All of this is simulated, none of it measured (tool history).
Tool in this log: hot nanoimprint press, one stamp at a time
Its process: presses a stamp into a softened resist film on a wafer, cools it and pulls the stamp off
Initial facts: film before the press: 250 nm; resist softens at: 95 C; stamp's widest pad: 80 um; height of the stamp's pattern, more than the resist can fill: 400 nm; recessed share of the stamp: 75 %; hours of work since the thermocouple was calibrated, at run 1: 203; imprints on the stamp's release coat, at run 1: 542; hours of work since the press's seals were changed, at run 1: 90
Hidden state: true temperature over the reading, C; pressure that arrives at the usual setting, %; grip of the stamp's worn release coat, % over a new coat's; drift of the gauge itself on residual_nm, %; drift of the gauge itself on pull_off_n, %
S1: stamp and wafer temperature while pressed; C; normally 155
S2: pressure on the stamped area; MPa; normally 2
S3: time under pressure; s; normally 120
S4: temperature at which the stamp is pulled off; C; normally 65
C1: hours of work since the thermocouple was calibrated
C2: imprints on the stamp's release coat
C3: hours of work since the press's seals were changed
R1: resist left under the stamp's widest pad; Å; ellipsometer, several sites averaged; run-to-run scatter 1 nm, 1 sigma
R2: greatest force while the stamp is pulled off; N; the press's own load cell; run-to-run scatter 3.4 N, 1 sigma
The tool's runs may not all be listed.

run	hour	S1	S2	S3	S4	C1	C2	C3	R1	R2
1	0	155	2	120	65	203	542	90	1503	225
2	8.6	155	2	192	65	209	564	95	1281	223
3	18.8	155	2	192	65	216	591	102	1292	223
4	26.1	155	2	192	65	221	609	107	1299	230
5	32.1	155	2	192	65	225	625	111	1303	235
6	41.1	150	2	120	65	231	648	118	1879	232
7	50.5	150	2	120	65	237	672	124	1888	232
8	56.5	150	2	120	65	241	688	128	1880	229
9	61.2	155	2.41	120	65	244	700	131	1391	226
10	66.1	166	2	120	65	248	712	134	833	236
11	70.7	166	2	120	65	251	724	137	833	232
12	80.1	166	2	120	65	257	749	144	823	235
13	89.6	157	2	120	65	264	773	150	1369	234
14	94.4	155	2	120	65	267	786	154	1519	236
15	105.6	155	2	120	65	274	814	161	1520	233
16	114	154	1.57	120	62	280	836	167	1714	237
17	124.9	155	1.29	139	63	288	864	174	1675	246
18	136.2	155	1.29	139	63	295	893	182	1714	249
19	141.8	160	1.29	60	63	299	908	186	1724	246
# hour 149.5: stamp cleaned and given a new release coat
20	153.7	153	1.57	202	67	303	11	190	1589	207
21	159.8	152	1.57	202	61	307	27	194	1667	222
22	170.9	152	1.25	107	61	315	55	201	2035	220
23	176.4	152	1.25	222	61	318	69	205	1735	224
24	182.2	155	1.94	120	65	322	84	209	1528	212
25	191.2	167	2	120	58	328	108	215	796	217
26	197.9	161	2	154	65	333	125	219	1010	218
27	206.5	161	2	154	54	339	147	225	1022	231
28	214	151	2.76	132	65	344	166	230	1623	216
29	224.3	149	1.44	179	62	351	193	237	1977	221
30	230.8	149	3.02	122	62	355	210	242	1781	226

What if the next run were any one of these 3? Each begins from the tool's condition after run 30:
A	238.3	161	3.02	163	65	360	229	247	?	?
B	238.3	149	3.02	122	66	360	229	247	?	?
C	238.3	155	1.39	122	62	360	229	247	?	?

run	R1	R2
A	821	217
B	1777	213
C	1729	225
With the hidden condition removed and each run's random variation left untouched, the same runs would have given:
run	R1	R2
A	758	209
B	1674	205
C	1641	216

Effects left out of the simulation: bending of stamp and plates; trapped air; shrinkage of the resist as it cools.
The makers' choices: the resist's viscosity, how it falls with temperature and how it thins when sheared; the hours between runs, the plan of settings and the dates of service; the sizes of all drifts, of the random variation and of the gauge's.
